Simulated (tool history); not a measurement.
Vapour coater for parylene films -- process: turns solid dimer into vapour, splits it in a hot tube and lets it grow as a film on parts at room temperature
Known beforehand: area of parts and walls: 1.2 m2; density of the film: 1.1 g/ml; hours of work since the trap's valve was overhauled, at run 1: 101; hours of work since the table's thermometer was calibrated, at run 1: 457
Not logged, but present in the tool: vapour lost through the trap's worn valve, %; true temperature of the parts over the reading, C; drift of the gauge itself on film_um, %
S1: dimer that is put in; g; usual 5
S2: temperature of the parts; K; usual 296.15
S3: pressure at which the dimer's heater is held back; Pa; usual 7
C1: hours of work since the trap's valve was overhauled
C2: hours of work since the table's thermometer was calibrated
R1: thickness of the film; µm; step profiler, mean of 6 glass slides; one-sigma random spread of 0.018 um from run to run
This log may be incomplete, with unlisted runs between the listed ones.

run 1 hour=0 | S1=5 S2=296.15 S3=7 | C1=101 C2=457 | R1=2.33
run 2 hour=30.5 | S1=5 S2=296.15 S3=7 | C1=118 C2=474 | R1=2.33
run 3 hour=51.7 | S1=5 S2=296.15 S3=7 | C1=129 C2=486 | R1=2.31
run 4 hour=82.9 | S1=5 S2=296.15 S3=7 | C1=146 C2=503 | R1=2.3
run 5 hour=114.5 | S1=5 S2=296.15 S3=7 | C1=163 C2=520 | R1=2.29
run 6 hour=135 | S1=5 S2=296.15 S3=7 | C1=175 C2=531 | R1=2.26
run 7 hour=162.7 | S1=5 S2=296.15 S3=2.16 | C1=190 C2=546 | R1=2.52
run 8 hour=203.4 | S1=5 S2=296.15 S3=2.16 | C1=212 C2=568 | R1=2.51
run 9 hour=234.6 | S1=5 S2=296.15 S3=7 | C1=229 C2=585 | R1=2.24
run 10 hour=270.2 | S1=3 S2=296.15 S3=7 | C1=248 C2=605 | R1=1.34
run 11 hour=291.8 | S1=5 S2=296.15 S3=7 | C1=260 C2=616 | R1=2.22
run 12 hour=328.7 | S1=5 S2=296.15 S3=7 | C1=280 C2=637 | R1=2.2
run 13 hour=363.7 | S1=5 S2=296.15 S3=7 | C1=299 C2=656 | R1=2.17
run 14 hour=397.1 | S1=5 S2=296.15 S3=7 | C1=317 C2=674 | R1=2.2
run 15 hour=417.7 | S1=5 S2=296.15 S3=7 | C1=329 C2=685 | R1=2.16
run 16 hour=456.6 | S1=5 S2=292.15 S3=7 | C1=350 C2=706 | R1=2.44
run 17 hour=500.6 | S1=5 S2=296.15 S3=2.2 | C1=374 C2=730 | R1=2.41
-- hour=513.2 trap's valve overhauled
run 18 hour=529 | S1=5 S2=296.15 S3=7 | C1=9 C2=744 | R1=2.36
run 19 hour=570.5 | S1=5 S2=296.15 S3=7 | C1=31 C2=766 | R1=2.35
run 20 hour=606.6 | S1=5 S2=296.15 S3=7 | C1=51 C2=786 | R1=2.33
run 21 hour=650.2 | S1=5 S2=296.15 S3=7 | C1=75 C2=810 | R1=2.34
run 22 hour=688.7 | S1=8 S2=296.15 S3=7 | C1=96 C2=831 | R1=3.72
run 23 hour=731.6 | S1=3 S2=303.15 S3=5.37 | C1=119 C2=854 | R1=1.17
run 24 hour=760.6 | S1=3 S2=303.15 S3=11.33 | C1=135 C2=870 | R1=1.08
run 25 hour=783.1 | S1=3 S2=303.15 S3=11.33 | C1=147 C2=882 | R1=1.1
run 26 hour=810.8 | S1=9 S2=299.15 S3=11.33 | C1=162 C2=897 | R1=3.65
run 27 hour=854.7 | S1=3 S2=295.15 S3=6.93 | C1=186 C2=921 | R1=1.4
run 28 hour=875.7 | S1=5 S2=293.15 S3=7 | C1=198 C2=933 | R1=2.46
run 29 hour=905.3 | S1=3 S2=302.15 S3=7 | C1=214 C2=949 | R1=1.17
-- hour=910 table's thermometer calibrated
run 30 hour=943.8 | S1=3 S2=302.15 S3=7 | C1=234 C2=18 | R1=1.13
run 31 hour=983.2 | S1=5 S2=295.15 S3=2.22 | C1=256 C2=40 | R1=2.56
run 32 hour=1008.4 | S1=5 S2=297.15 S3=10.3 | C1=269 C2=54 | R1=2.1
run 33 hour=1039.9 | S1=5 S2=301.15 S3=2.13 | C1=287 C2=71 | R1=2.18
run 34 hour=1066.8 | S1=5 S2=301.15 S3=2.13 | C1=301 C2=85 | R1=2.15
run 35 hour=1095.3 | S1=5 S2=301.15 S3=2.13 | C1=317 C2=101 | R1=2.12
run 36 hour=1115.9 | S1=2 S2=299.15 S3=2.13 | C1=328 C2=112 | R1=0.91
run 37 hour=1137 | S1=2 S2=299.15 S3=2.13 | C1=340 C2=124 | R1=0.92
-- hour=1140.5 table's thermometer calibrated, once more
run 38 hour=1177.3 | S1=2 S2=300.15 S3=4.67 | C1=361 C2=20 | R1=0.75
-- hour=1214.1 trap's valve overhauled
run 39 hour=1216.6 | S1=2 S2=307.15 S3=5.26 | C1=1 C2=39 | R1=0.74
run 40 hour=1245.9 | S1=2 S2=307.15 S3=5.26 | C1=17 C2=55 | R1=0.73
run 41 hour=1285.2 | S1=2 S2=307.15 S3=5.26 | C1=39 C2=77 | R1=0.71

Run 42 has not been measured yet. What should we expect?
run 42 hour=1309.4 | S1=3 S2=298.15 S3=2.19 | C1=52 C2=90 | R1=?

{"run 42": {"R1": 1.5}}
Take away the tool's hidden state, keep the run-to-run variation as it was, and the same run would have given R1 1.52 µm.
